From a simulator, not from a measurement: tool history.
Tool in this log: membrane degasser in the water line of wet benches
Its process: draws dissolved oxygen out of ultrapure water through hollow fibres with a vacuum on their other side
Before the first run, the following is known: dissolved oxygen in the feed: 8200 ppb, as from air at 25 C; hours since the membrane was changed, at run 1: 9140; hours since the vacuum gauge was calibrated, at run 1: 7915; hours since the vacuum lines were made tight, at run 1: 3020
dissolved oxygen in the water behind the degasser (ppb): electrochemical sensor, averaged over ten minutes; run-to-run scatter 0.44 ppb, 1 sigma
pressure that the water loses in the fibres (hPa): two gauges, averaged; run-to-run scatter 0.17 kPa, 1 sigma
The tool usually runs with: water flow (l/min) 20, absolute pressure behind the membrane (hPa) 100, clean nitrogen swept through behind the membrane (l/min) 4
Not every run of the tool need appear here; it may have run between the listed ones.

run,hour,water flow (l/min),absolute pressure behind the membrane (hPa),clean nitrogen swept through behind the membrane (l/min),hours since the membrane was changed,hours since the vacuum gauge was calibrated,hours since the vacuum lines were made tight,dissolved oxygen in the water behind the degasser (ppb),pressure that the water loses in the fibres (hPa)
1,0,20,100,4,9140,7915,3020,89.4,271.2
2,93.1,20,153,4,9233,8008,3113,152.6,269.7
# hour 269: vacuum gauge calibrated
3,269,20,153,4,9408,0,3289,155,270.8
4,447.8,20,153,8.78,9587,179,3468,74.1,272.2
5,611.1,17,100,4,9750,342,3631,78.1,232.4
6,756.3,20,100,4,9895,487,3776,93.2,271
7,869.3,20,100,4,10008,600,3889,92.4,272.9
8,1048.4,20,100,4,10187,779,4068,93.3,273.4
# hour 1060.8: vacuum gauge calibrated, once more
9,1231.3,20,100,2.09,10370,171,4251,155.9,273.1
10,1399,20,221,4,10538,338,4418,229.5,272.7
11,1573.1,20,221,4,10712,512,4592,229.7,276.2
12,1747.7,20,221,4,10886,687,4767,230.4,272
13,1902.9,20,221,4,11041,842,4922,228.3,274.7
14,2066.7,19,100,4,11205,1006,5086,82.2,261.8
15,2233.8,16,173,3.96,11372,1173,5253,140,219.1
16,2437.3,17,173,11.3,11576,1377,5457,54.9,232.3
17,2606,17,173,11.3,11745,1545,5625,55.6,232.9
18,2787.2,17,100,2.1,11926,1726,5806,135.3,237.1
19,2886.5,21,187,2.48,12025,1826,5906,312.3,290
20,2995.1,22,239,1.94,12134,1934,6014,529.8,300.4
21,3117.6,28,73,1.61,12256,2057,6137,176,385.6
22,3343.1,28,93,1.61,12482,2282,6362,254.3,385.3
23,3571.8,28,93,1.61,12710,2511,6591,252.7,388
24,3784.7,28,93,1.61,12923,2724,6804,254.1,389.9
25,3984,26,174,11.25,13122,2923,7003,93.7,360.7
26,4099.8,15,210,3.73,13238,3039,7119,179,210.9
27,4216.5,15,100,8.19,13355,3156,7236,32.7,211.2

Predict each of these 4 candidate next runs independently; none follows another, all start after run 27:
# hour 4247.6: seals of the vacuum lines changed
A,4382.6,22,231,6.32,13519,3320,135,?,?
# hour 4247.6: seals of the vacuum lines changed
B,4382.6,20,213,4,13519,3320,135,?,?
# hour 4247.6: seals of the vacuum lines changed
C,4382.6,17,178,8.19,13519,3320,135,?,?
# hour 4247.6: seals of the vacuum lines changed
D,4382.6,25,100,4,13519,3320,135,?,?

run,dissolved oxygen in the water behind the degasser (ppb),pressure that the water loses in the fibres (hPa)
A,174.4,303.8
B,220.2,275.4
C,77.1,236.1
D,113.1,346.5
The same runs, with their run-to-run variation unchanged, on a tool lacking any hidden condition would have given:
run,dissolved oxygen in the water behind the degasser (ppb),pressure that the water loses in the fibres (hPa)
A,170.9,279.9
B,217,253.7
C,75.6,217.7
D,107,319.5

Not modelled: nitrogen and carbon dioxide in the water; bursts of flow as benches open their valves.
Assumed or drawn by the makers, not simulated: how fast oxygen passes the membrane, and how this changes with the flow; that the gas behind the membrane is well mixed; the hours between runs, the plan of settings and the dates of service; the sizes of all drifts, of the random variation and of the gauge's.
